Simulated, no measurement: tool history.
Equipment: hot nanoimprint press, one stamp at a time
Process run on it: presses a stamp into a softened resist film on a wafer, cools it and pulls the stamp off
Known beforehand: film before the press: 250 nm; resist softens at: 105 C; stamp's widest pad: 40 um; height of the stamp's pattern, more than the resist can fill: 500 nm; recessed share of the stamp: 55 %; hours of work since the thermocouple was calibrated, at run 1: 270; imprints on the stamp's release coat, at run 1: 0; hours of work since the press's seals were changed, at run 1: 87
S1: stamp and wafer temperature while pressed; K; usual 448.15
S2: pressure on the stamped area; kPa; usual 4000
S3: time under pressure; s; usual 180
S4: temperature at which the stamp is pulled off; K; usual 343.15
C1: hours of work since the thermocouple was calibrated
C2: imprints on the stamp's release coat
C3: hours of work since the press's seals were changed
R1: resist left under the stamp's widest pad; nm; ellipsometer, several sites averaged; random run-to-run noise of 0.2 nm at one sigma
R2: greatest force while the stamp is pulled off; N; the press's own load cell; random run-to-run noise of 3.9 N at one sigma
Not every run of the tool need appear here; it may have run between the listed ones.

run  hour      S1    S2   S3      S4   C1   C2   C3    R1   R2
  1     0  448.15  4000  180  343.15  270    0   87  93.3  182
  2   6.5  448.15  4000  180  343.15  275   31   92  93.4  183
  3  12.1  448.15  4000  180  343.15  279   57   96  93.6  181
  4  17.1  448.15  4000  180  343.15  283   81   99  93.8  189
  5  22.6  448.15  4000  180  331.15  287  107  103  93.5  257
  6  30.2  448.15  4000  180  331.15  292  144  109  93.8  255
  7  35.9  448.15  4000  180  331.15  297  171  113  93.8  270
  8    40  448.15  4000  180  331.15  300  191  116  93.2  267
  9  45.2  448.15  3720  180  343.15  304  215  120  97.3  196
 10  54.1  448.15  4020  180  343.15  310  258  127  93.6  197

Run 11 has not been measured yet. What should we expect?
 11  60.8  448.15  4020  180  343.15  315  290  132   ?   ?

{"run 11": {"R1": 93, "R2": 207}}
Without the tool's hidden state the same run would have given R1 95.8 nm, R2 192 N.

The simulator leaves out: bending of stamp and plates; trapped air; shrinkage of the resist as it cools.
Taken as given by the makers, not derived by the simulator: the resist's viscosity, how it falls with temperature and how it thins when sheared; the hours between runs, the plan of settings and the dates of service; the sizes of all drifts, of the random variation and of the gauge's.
